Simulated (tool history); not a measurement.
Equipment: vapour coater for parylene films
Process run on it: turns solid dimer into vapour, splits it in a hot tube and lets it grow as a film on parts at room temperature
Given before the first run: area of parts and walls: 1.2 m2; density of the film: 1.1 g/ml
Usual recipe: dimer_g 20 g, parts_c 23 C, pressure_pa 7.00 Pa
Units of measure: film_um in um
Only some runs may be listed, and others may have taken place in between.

Run 1, hour 0.0: usual settings. Result: film_um 11.00 um.
Run 2, hour 7.4: usual settings but dimer_g 32 g. Result: film_um 17.82 um.
Run 3, hour 14.9: usual settings but dimer_g 32 g, pressure_pa 9.83 Pa. Result: film_um 16.82 um.
Run 4, hour 23.8: usual settings but dimer_g 32 g, parts_c 34 C, pressure_pa 9.83 Pa. Result: film_um 10.48 um.
Run 5, hour 37.3: usual settings but dimer_g 32 g, parts_c 34 C, pressure_pa 9.83 Pa. Result: film_um 10.47 um.
Run 6, hour 45.8: usual settings but dimer_g 32 g, parts_c 34 C, pressure_pa 9.83 Pa. Result: film_um 10.35 um.
Run 7, hour 53.8: usual settings but dimer_g 32 g, parts_c 34 C, pressure_pa 9.83 Pa. Result: film_um 10.51 um.
Run 8, hour 66.9: usual settings but pressure_pa 7.49 Pa. Result: film_um 10.74 um.
Run 9, hour 79.3: usual settings. Result: film_um 11.34 um.
Run 10, hour 85.9: usual settings but pressure_pa 2.99 Pa. Result: film_um 12.93 um.
Run 11, hour 98.9: usual settings but pressure_pa 2.99 Pa. Result: film_um 13.17 um.
Run 12, hour 105.7: usual settings but pressure_pa 2.99 Pa. Result: film_um 12.98 um.
Run 13, hour 115.7: usual settings but parts_c 27 C, pressure_pa 2.99 Pa. Result: film_um 11.06 um.
Run 14, hour 127.0: usual settings but parts_c 27 C, pressure_pa 2.99 Pa. Result: film_um 10.92 um.
Run 15, hour 134.0: usual settings but dimer_g 12 g, parts_c 17 C, pressure_pa 10.56 Pa. Result: film_um 7.85 um.
Run 16, hour 143.7: usual settings but dimer_g 30 g, parts_c 28 C, pressure_pa 9.18 Pa. Result: film_um 12.70 um.
Run 17, hour 151.7: usual settings but dimer_g 25 g, parts_c 22 C, pressure_pa 4.00 Pa. Result: film_um 15.89 um.
Run 18, hour 161.5: usual settings but dimer_g 14 g. Result: film_um 7.74 um.
Run 19, hour 171.3: usual settings but dimer_g 14 g, parts_c 17 C, pressure_pa 6.11 Pa. Result: film_um 10.28 um.
Run 20, hour 184.3: usual settings but dimer_g 19 g, parts_c 20 C, pressure_pa 4.57 Pa. Result: film_um 13.09 um.
Run 21, hour 190.5: usual settings but dimer_g 19 g, parts_c 20 C, pressure_pa 4.57 Pa. Result: film_um 12.94 um.
Run 22, hour 203.7: usual settings but dimer_g 19 g, parts_c 20 C, pressure_pa 4.57 Pa. Result: film_um 12.86 um.
Run 23, hour 216.6: usual settings but dimer_g 19 g, parts_c 20 C, pressure_pa 4.57 Pa. Result: film_um 12.78 um.
Run 24, hour 225.0: usual settings but dimer_g 25 g, parts_c 33 C. Result: film_um 9.05 um.

Consider 5 possible next runs. They are alternatives, not a sequence: every one starts from the tool as it was left by run 24. What does each give?
Run A, hour 234.4: usual settings but dimer_g 23 g, parts_c 21 C, pressure_pa 3.53 Pa. Result: film_um ?.
Run B, hour 234.4: usual settings but dimer_g 17 g, parts_c 20 C, pressure_pa 7.44 Pa. Result: film_um ?.
Run C, hour 234.4: usual settings but dimer_g 11 g, parts_c 27 C, pressure_pa 7.66 Pa. Result: film_um ?.
Run D, hour 234.4: usual settings but dimer_g 25 g, parts_c 30 C. Result: film_um ?.
Run E, hour 234.4: usual settings but dimer_g 24 g, pressure_pa 6.99 Pa. Result: film_um ?.

run  film_um
  A    15.88
  B    10.76
  C     5.14
  D    10.40
  E    13.34
Had the tool no hidden state, the same runs would have come out as:
run  film_um
  A    15.91
  B    10.78
  C     5.15
  D    10.42
  E    13.37

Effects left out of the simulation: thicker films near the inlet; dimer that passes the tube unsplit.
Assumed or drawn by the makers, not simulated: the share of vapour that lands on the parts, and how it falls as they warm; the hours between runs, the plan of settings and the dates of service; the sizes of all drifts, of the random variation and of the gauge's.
